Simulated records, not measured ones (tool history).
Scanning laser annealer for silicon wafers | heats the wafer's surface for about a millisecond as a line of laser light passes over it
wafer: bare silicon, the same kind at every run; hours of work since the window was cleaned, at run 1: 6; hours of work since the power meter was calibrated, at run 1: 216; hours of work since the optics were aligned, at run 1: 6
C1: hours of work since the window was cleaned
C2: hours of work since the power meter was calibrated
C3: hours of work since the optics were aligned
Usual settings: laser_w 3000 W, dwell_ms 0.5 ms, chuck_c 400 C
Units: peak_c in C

{"run": 1, "hour": 0.0, "laser_w": 3000, "dwell_ms": 0.5, "chuck_c": 400, "C1": 6, "C2": 216, "C3": 6, "peak_c": 1222}
{"run": 2, "hour": 20.1, "laser_w": 3000, "dwell_ms": 0.5, "chuck_c": 400, "C1": 15, "C2": 226, "C3": 15, "peak_c": 1222}
{"run": 3, "hour": 68.0, "laser_w": 3000, "dwell_ms": 0.5, "chuck_c": 400, "C1": 36, "C2": 247, "C3": 36, "peak_c": 1216}
{"run": 4, "hour": 114.4, "laser_w": 3000, "dwell_ms": 0.5, "chuck_c": 400, "C1": 58, "C2": 268, "C3": 58, "peak_c": 1216}
{"run": 5, "hour": 154.7, "laser_w": 3000, "dwell_ms": 0.5, "chuck_c": 400, "C1": 76, "C2": 287, "C3": 76, "peak_c": 1216}
{"run": 6, "hour": 185.8, "laser_w": 3245, "dwell_ms": 0.5, "chuck_c": 400, "C1": 90, "C2": 301, "C3": 90, "peak_c": 1286}
{"run": 7, "hour": 209.5, "laser_w": 3000, "dwell_ms": 0.5, "chuck_c": 384, "C1": 101, "C2": 312, "C3": 101, "peak_c": 1195}
{"run": 8, "hour": 234.0, "laser_w": 3000, "dwell_ms": 0.5, "chuck_c": 384, "C1": 112, "C2": 323, "C3": 112, "peak_c": 1198}
{"run": 9, "hour": 268.1, "laser_w": 3000, "dwell_ms": 0.5, "chuck_c": 384, "C1": 127, "C2": 338, "C3": 127, "peak_c": 1194}
{"run": 10, "hour": 301.0, "laser_w": 3000, "dwell_ms": 0.5, "chuck_c": 384, "C1": 142, "C2": 353, "C3": 142, "peak_c": 1193}
{"run": 11, "hour": 321.3, "laser_w": 3000, "dwell_ms": 0.5, "chuck_c": 384, "C1": 151, "C2": 362, "C3": 151, "peak_c": 1195}
{"run": 12, "hour": 361.4, "laser_w": 3000, "dwell_ms": 0.5, "chuck_c": 400, "C1": 170, "C2": 380, "C3": 170, "peak_c": 1209}
{"run": 13, "hour": 398.3, "laser_w": 3000, "dwell_ms": 0.5, "chuck_c": 400, "C1": 186, "C2": 397, "C3": 186, "peak_c": 1207}
{"run": 14, "hour": 432.5, "laser_w": 3000, "dwell_ms": 0.5, "chuck_c": 400, "C1": 202, "C2": 413, "C3": 202, "peak_c": 1203}
{"run": 15, "hour": 463.2, "laser_w": 3000, "dwell_ms": 0.5, "chuck_c": 400, "C1": 216, "C2": 427, "C3": 216, "peak_c": 1202}
{"run": 16, "hour": 490.6, "laser_w": 3000, "dwell_ms": 0.5, "chuck_c": 400, "C1": 228, "C2": 439, "C3": 228, "peak_c": 1202}
{"run": 17, "hour": 537.5, "laser_w": 3000, "dwell_ms": 0.5, "chuck_c": 400, "C1": 250, "C2": 460, "C3": 250, "peak_c": 1199}
{"run": 18, "hour": 582.0, "laser_w": 3000, "dwell_ms": 0.372, "chuck_c": 383, "C1": 270, "C2": 481, "C3": 270, "peak_c": 1058}
{"run": 19, "hour": 629.9, "laser_w": 3133, "dwell_ms": 0.5, "chuck_c": 413, "C1": 292, "C2": 502, "C3": 292, "peak_c": 1246}
{"run": 20, "hour": 669.0, "laser_w": 3133, "dwell_ms": 0.5, "chuck_c": 413, "C1": 309, "C2": 520, "C3": 309, "peak_c": 1244}
{"run": 21, "hour": 706.0, "laser_w": 3084, "dwell_ms": 0.506, "chuck_c": 400, "C1": 326, "C2": 537, "C3": 326, "peak_c": 1221}
{"run": 22, "hour": 726.7, "laser_w": 3084, "dwell_ms": 0.506, "chuck_c": 400, "C1": 335, "C2": 546, "C3": 335, "peak_c": 1222}
{"run": 23, "hour": 755.9, "laser_w": 2698, "dwell_ms": 0.61, "chuck_c": 417, "C1": 349, "C2": 560, "C3": 349, "peak_c": 1207}
{"run": 24, "hour": 784.3, "laser_w": 2698, "dwell_ms": 0.61, "chuck_c": 417, "C1": 362, "C2": 572, "C3": 362, "peak_c": 1202}
{"run": 25, "hour": 826.9, "laser_w": 2897, "dwell_ms": 0.596, "chuck_c": 400, "C1": 381, "C2": 592, "C3": 381, "peak_c": 1234}
{"run": 26, "hour": 856.4, "laser_w": 3083, "dwell_ms": 0.5, "chuck_c": 437, "C1": 394, "C2": 605, "C3": 394, "peak_c": 1246}
{"run": 27, "hour": 889.9, "laser_w": 3114, "dwell_ms": 0.373, "chuck_c": 437, "C1": 410, "C2": 620, "C3": 410, "peak_c": 1133}
{"run": 28, "hour": 927.9, "laser_w": 3000, "dwell_ms": 0.519, "chuck_c": 383, "C1": 427, "C2": 638, "C3": 427, "peak_c": 1183}
{"run": 29, "hour": 952.2, "laser_w": 3000, "dwell_ms": 0.519, "chuck_c": 383, "C1": 438, "C2": 649, "C3": 438, "peak_c": 1181}
{"run": 30, "hour": 998.3, "laser_w": 2654, "dwell_ms": 0.5, "chuck_c": 382, "C1": 459, "C2": 670, "C3": 459, "peak_c": 1065}
{"run": 31, "hour": 1029.4, "laser_w": 2654, "dwell_ms": 0.5, "chuck_c": 382, "C1": 473, "C2": 684, "C3": 473, "peak_c": 1061}
{"run": 32, "hour": 1071.1, "laser_w": 2906, "dwell_ms": 0.5, "chuck_c": 392, "C1": 492, "C2": 703, "C3": 492, "peak_c": 1144}
{"run": 33, "hour": 1094.2, "laser_w": 3201, "dwell_ms": 0.524, "chuck_c": 378, "C1": 502, "C2": 713, "C3": 502, "peak_c": 1234}
{"run": 34, "hour": 1117.5, "laser_w": 3201, "dwell_ms": 0.397, "chuck_c": 392, "C1": 513, "C2": 724, "C3": 513, "peak_c": 1124}

3 ways to go on from here, each from the tool as it stands after run 34. What would each give?
{"run": "A", "hour": 1146.2, "laser_w": 3201, "dwell_ms": 0.379, "chuck_c": 426, "C1": 526, "C2": 737, "C3": 526, "peak_c": "?"}
{"run": "B", "hour": 1146.2, "laser_w": 2676, "dwell_ms": 0.397, "chuck_c": 371, "C1": 526, "C2": 737, "C3": 526, "peak_c": "?"}
{"run": "C", "hour": 1146.2, "laser_w": 3158, "dwell_ms": 0.5, "chuck_c": 400, "C1": 526, "C2": 737, "C3": 526, "peak_c": "?"}

run=A peak_c=1135
run=B peak_c=971
run=C peak_c=1224
Without the tool's hidden state the same runs would have given:
run=A peak_c=1180
run=B peak_c=1009
run=C peak_c=1276
